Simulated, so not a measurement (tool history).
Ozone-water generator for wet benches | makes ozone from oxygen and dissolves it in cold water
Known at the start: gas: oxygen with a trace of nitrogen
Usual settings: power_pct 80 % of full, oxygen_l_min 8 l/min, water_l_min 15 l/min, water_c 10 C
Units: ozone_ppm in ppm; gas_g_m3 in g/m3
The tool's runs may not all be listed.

{"run": 1, "hour": 0.0, "power_pct": 80, "oxygen_l_min": 8, "water_l_min": 15, "water_c": 10, "ozone_ppm": 50.9, "gas_g_m3": 288}
{"run": 2, "hour": 57.7, "power_pct": 57, "oxygen_l_min": 8, "water_l_min": 15, "water_c": 10, "ozone_ppm": 42.6, "gas_g_m3": 238}
{"run": 3, "hour": 102.3, "power_pct": 57, "oxygen_l_min": 8, "water_l_min": 10, "water_c": 10, "ozone_ppm": 55.5, "gas_g_m3": 242.9}
{"run": 4, "hour": 159.1, "power_pct": 57, "oxygen_l_min": 8, "water_l_min": 10, "water_c": 10, "ozone_ppm": 55.7, "gas_g_m3": 237.5}
{"run": 5, "hour": 199.8, "power_pct": 57, "oxygen_l_min": 4.22, "water_l_min": 10, "water_c": 10, "ozone_ppm": 63.2, "gas_g_m3": 358.8}
{"run": 6, "hour": 255.6, "power_pct": 57, "oxygen_l_min": 4.22, "water_l_min": 10, "water_c": 10, "ozone_ppm": 63.4, "gas_g_m3": 359.5}
{"run": 7, "hour": 300.0, "power_pct": 57, "oxygen_l_min": 4.22, "water_l_min": 10, "water_c": 10, "ozone_ppm": 64.3, "gas_g_m3": 359.9}
{"run": 8, "hour": 327.2, "power_pct": 57, "oxygen_l_min": 4.22, "water_l_min": 10, "water_c": 10, "ozone_ppm": 63.3, "gas_g_m3": 361.3}
{"run": 9, "hour": 381.1, "power_pct": 80, "oxygen_l_min": 8.33, "water_l_min": 15, "water_c": 10, "ozone_ppm": 50.3, "gas_g_m3": 281.3}
{"run": 10, "hour": 425.3, "power_pct": 80, "oxygen_l_min": 8.33, "water_l_min": 15, "water_c": 10, "ozone_ppm": 51.3, "gas_g_m3": 284}
{"run": 11, "hour": 475.5, "power_pct": 80, "oxygen_l_min": 8, "water_l_min": 15, "water_c": 8, "ozone_ppm": 52.3, "gas_g_m3": 288.1}
{"run": 12, "hour": 507.0, "power_pct": 80, "oxygen_l_min": 8, "water_l_min": 10, "water_c": 8, "ozone_ppm": 70.4, "gas_g_m3": 288.8}
{"run": 13, "hour": 551.5, "power_pct": 80, "oxygen_l_min": 8, "water_l_min": 10, "water_c": 8, "ozone_ppm": 69.4, "gas_g_m3": 291.3}
{"run": 14, "hour": 581.0, "power_pct": 80, "oxygen_l_min": 8, "water_l_min": 10, "water_c": 8, "ozone_ppm": 69.2, "gas_g_m3": 289.5}
{"run": 15, "hour": 620.8, "power_pct": 80, "oxygen_l_min": 8, "water_l_min": 15, "water_c": 10, "ozone_ppm": 51.2, "gas_g_m3": 291.1}
{"run": 16, "hour": 670.4, "power_pct": 80, "oxygen_l_min": 8, "water_l_min": 15, "water_c": 10, "ozone_ppm": 50.7, "gas_g_m3": 288.2}
{"run": 17, "hour": 700.7, "power_pct": 80, "oxygen_l_min": 8, "water_l_min": 15, "water_c": 10, "ozone_ppm": 50.9, "gas_g_m3": 293.4}
{"run": 18, "hour": 752.7, "power_pct": 79, "oxygen_l_min": 11.76, "water_l_min": 15, "water_c": 10, "ozone_ppm": 45.8, "gas_g_m3": 225.7}
{"run": 19, "hour": 807.8, "power_pct": 79, "oxygen_l_min": 11.76, "water_l_min": 15, "water_c": 10, "ozone_ppm": 46, "gas_g_m3": 226.2}
{"run": 20, "hour": 863.2, "power_pct": 80, "oxygen_l_min": 8, "water_l_min": 9, "water_c": 17, "ozone_ppm": 60.1, "gas_g_m3": 292.6}
{"run": 21, "hour": 918.3, "power_pct": 82, "oxygen_l_min": 5.88, "water_l_min": 19, "water_c": 10, "ozone_ppm": 44.4, "gas_g_m3": 360.3}
{"run": 22, "hour": 950.8, "power_pct": 80, "oxygen_l_min": 8.95, "water_l_min": 10, "water_c": 10, "ozone_ppm": 64.7, "gas_g_m3": 271.6}
{"run": 23, "hour": 1003.8, "power_pct": 80, "oxygen_l_min": 4.68, "water_l_min": 15, "water_c": 9, "ozone_ppm": 55.4, "gas_g_m3": 411.5}
{"run": 24, "hour": 1055.3, "power_pct": 86, "oxygen_l_min": 5.98, "water_l_min": 17, "water_c": 6, "ozone_ppm": 53.4, "gas_g_m3": 367.4}
{"run": 25, "hour": 1105.9, "power_pct": 89, "oxygen_l_min": 8, "water_l_min": 15, "water_c": 11, "ozone_ppm": 53, "gas_g_m3": 311.3}
{"run": 26, "hour": 1146.2, "power_pct": 89, "oxygen_l_min": 8, "water_l_min": 15, "water_c": 11, "ozone_ppm": 53.3, "gas_g_m3": 316.4}
{"run": 27, "hour": 1208.8, "power_pct": 56, "oxygen_l_min": 6.99, "water_l_min": 23, "water_c": 11, "ozone_ppm": 28.9, "gas_g_m3": 263.2}
{"run": 28, "hour": 1250.1, "power_pct": 80, "oxygen_l_min": 8, "water_l_min": 12, "water_c": 10, "ozone_ppm": 59, "gas_g_m3": 295.7}
{"run": 29, "hour": 1298.1, "power_pct": 80, "oxygen_l_min": 12.52, "water_l_min": 12, "water_c": 6, "ozone_ppm": 56.6, "gas_g_m3": 223.1}
{"run": 30, "hour": 1328.1, "power_pct": 80, "oxygen_l_min": 12.52, "water_l_min": 12, "water_c": 6, "ozone_ppm": 56.6, "gas_g_m3": 222}
{"run": 31, "hour": 1353.4, "power_pct": 98, "oxygen_l_min": 8, "water_l_min": 10, "water_c": 10, "ozone_ppm": 74.7, "gas_g_m3": 333.4}
{"run": 32, "hour": 1416.7, "power_pct": 82, "oxygen_l_min": 10.89, "water_l_min": 15, "water_c": 5, "ozone_ppm": 52.7, "gas_g_m3": 246.3}
{"hour": 1435.0, "done": "gauge calibrated"}
{"run": 33, "hour": 1446.0, "power_pct": 80, "oxygen_l_min": 8, "water_l_min": 18, "water_c": 10, "ozone_ppm": 44, "gas_g_m3": 287.1}
{"run": 34, "hour": 1488.6, "power_pct": 80, "oxygen_l_min": 8.79, "water_l_min": 24, "water_c": 10, "ozone_ppm": 33.6, "gas_g_m3": 270.4}

3 ways to go on from here, each from the tool as it stands after run 34. What would each give?
{"run": "A", "hour": 1522.6, "power_pct": 80, "oxygen_l_min": 9.6, "water_l_min": 18, "water_c": 7, "ozone_ppm": "?", "gas_g_m3": "?"}
{"run": "B", "hour": 1522.6, "power_pct": 41, "oxygen_l_min": 9.48, "water_l_min": 20, "water_c": 10, "ozone_ppm": "?", "gas_g_m3": "?"}
{"run": "C", "hour": 1522.6, "power_pct": 80, "oxygen_l_min": 8.79, "water_l_min": 24, "water_c": 11, "ozone_ppm": "?", "gas_g_m3": "?"}

run=A ozone_ppm=45.3 gas_g_m3=256.1
run=B ozone_ppm=27.1 gas_g_m3=178.9
run=C ozone_ppm=33.8 gas_g_m3=272.3
Without the tool's hidden state the same runs would have given:
run=A ozone_ppm=45.4 gas_g_m3=255.8
run=B ozone_ppm=27.1 gas_g_m3=178.6
run=C ozone_ppm=33.8 gas_g_m3=271.9
